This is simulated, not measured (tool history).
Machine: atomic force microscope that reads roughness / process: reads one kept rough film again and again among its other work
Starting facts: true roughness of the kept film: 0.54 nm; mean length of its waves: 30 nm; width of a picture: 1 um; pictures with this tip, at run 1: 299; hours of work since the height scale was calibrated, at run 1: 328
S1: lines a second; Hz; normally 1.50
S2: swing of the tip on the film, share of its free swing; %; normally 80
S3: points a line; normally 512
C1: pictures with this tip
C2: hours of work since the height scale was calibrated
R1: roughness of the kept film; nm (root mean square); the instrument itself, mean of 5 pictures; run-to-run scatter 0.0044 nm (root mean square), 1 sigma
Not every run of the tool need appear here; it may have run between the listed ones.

Run 1, day 0.000: usual settings; C1 299; C2 328. Result: R1 0.434 nm (root mean square).
Run 2, day 0.917: usual settings but S2 58 %; C1 317; C2 340. Result: R1 0.477 nm (root mean square).
Run 3, day 1.433: usual settings but S2 58 %; C1 327; C2 346. Result: R1 0.478 nm (root mean square).
Run 4, day 1.862: usual settings but S2 58 %; C1 336; C2 352. Result: R1 0.490 nm (root mean square).
At day 1.992: new tip fitted.
Run 5, day 2.300: usual settings but S2 58 %; C1 6; C2 357. Result: R1 0.510 nm (root mean square).
Run 6, day 2.817: usual settings but S2 58 %; C1 16; C2 364. Result: R1 0.510 nm (root mean square).
Run 7, day 3.671: usual settings; C1 33; C2 374. Result: R1 0.460 nm (root mean square).
Run 8, day 4.217: usual settings; C1 43; C2 381. Result: R1 0.467 nm (root mean square).
Run 9, day 5.112: usual settings; C1 61; C2 392. Result: R1 0.466 nm (root mean square).
Run 10, day 5.492: usual settings; C1 68; C2 397. Result: R1 0.459 nm (root mean square).
Run 11, day 6.212: usual settings; C1 82; C2 406. Result: R1 0.472 nm (root mean square).
Run 12, day 6.838: usual settings; C1 95; C2 414. Result: R1 0.457 nm (root mean square).
Run 13, day 7.288: usual settings; C1 104; C2 420. Result: R1 0.462 nm (root mean square).
Run 14, day 8.171: usual settings; C1 121; C2 431. Result: R1 0.456 nm (root mean square).
Run 15, day 8.988: usual settings but S1 0.86 Hz, S2 81 %, S3 625; C1 137; C2 441. Result: R1 0.478 nm (root mean square).
Run 16, day 9.617: usual settings but S1 0.86 Hz, S2 81 %, S3 625; C1 149; C2 449. Result: R1 0.482 nm (root mean square).
Run 17, day 10.175: usual settings but S1 0.75 Hz, S2 82 %, S3 269; C1 160; C2 456. Result: R1 0.472 nm (root mean square).
Run 18, day 10.683: usual settings but S1 0.75 Hz, S2 82 %, S3 269; C1 170; C2 463. Result: R1 0.468 nm (root mean square).
Run 19, day 11.158: usual settings but S1 0.75 Hz, S2 82 %, S3 269; C1 179; C2 469. Result: R1 0.472 nm (root mean square).
Run 20, day 11.929: usual settings but S1 0.75 Hz, S2 68 %, S3 269; C1 195; C2 478. Result: R1 0.483 nm (root mean square).
Run 21, day 12.371: usual settings but S1 0.75 Hz, S2 57 %, S3 282; C1 203; C2 484. Result: R1 0.492 nm (root mean square).
Run 22, day 13.283: usual settings but S1 0.75 Hz, S2 57 %, S3 282; C1 221; C2 495. Result: R1 0.491 nm (root mean square).
Run 23, day 14.088: usual settings but S1 0.75 Hz, S2 57 %, S3 282; C1 237; C2 506. Result: R1 0.482 nm (root mean square).
Run 24, day 14.883: usual settings but S1 0.75 Hz, S2 57 %, S3 282; C1 252; C2 516. Result: R1 0.486 nm (root mean square).
Run 25, day 15.767: usual settings but S1 3.45 Hz, S2 57 %, S3 617; C1 270; C2 527. Result: R1 0.466 nm (root mean square).
Run 26, day 16.492: usual settings but S1 2.65 Hz, S2 84 %, S3 289; C1 284; C2 536. Result: R1 0.402 nm (root mean square).
Run 27, day 17.062: usual settings but S1 2.65 Hz, S2 84 %, S3 289; C1 295; C2 543. Result: R1 0.393 nm (root mean square).

Each row is a separate what-if for the run after 27, all from the same tool condition, not one after another. Results?
Run A, day 17.738: usual settings but S1 0.66 Hz, S2 81 %, S3 313; C1 308; C2 552. Result: R1 ?.
Run B, day 17.738: usual settings but S3 771; C1 308; C2 552. Result: R1 ?.
Run C, day 17.738: usual settings but S1 0.80 Hz, S2 60 %; C1 308; C2 552. Result: R1 ?.

run     R1
  A  0.462
  B  0.443
  C  0.483
Take away the tool's hidden state, keep each run's random variation, and the runs would have read:
run     R1
  A  0.494
  B  0.474
  C  0.516
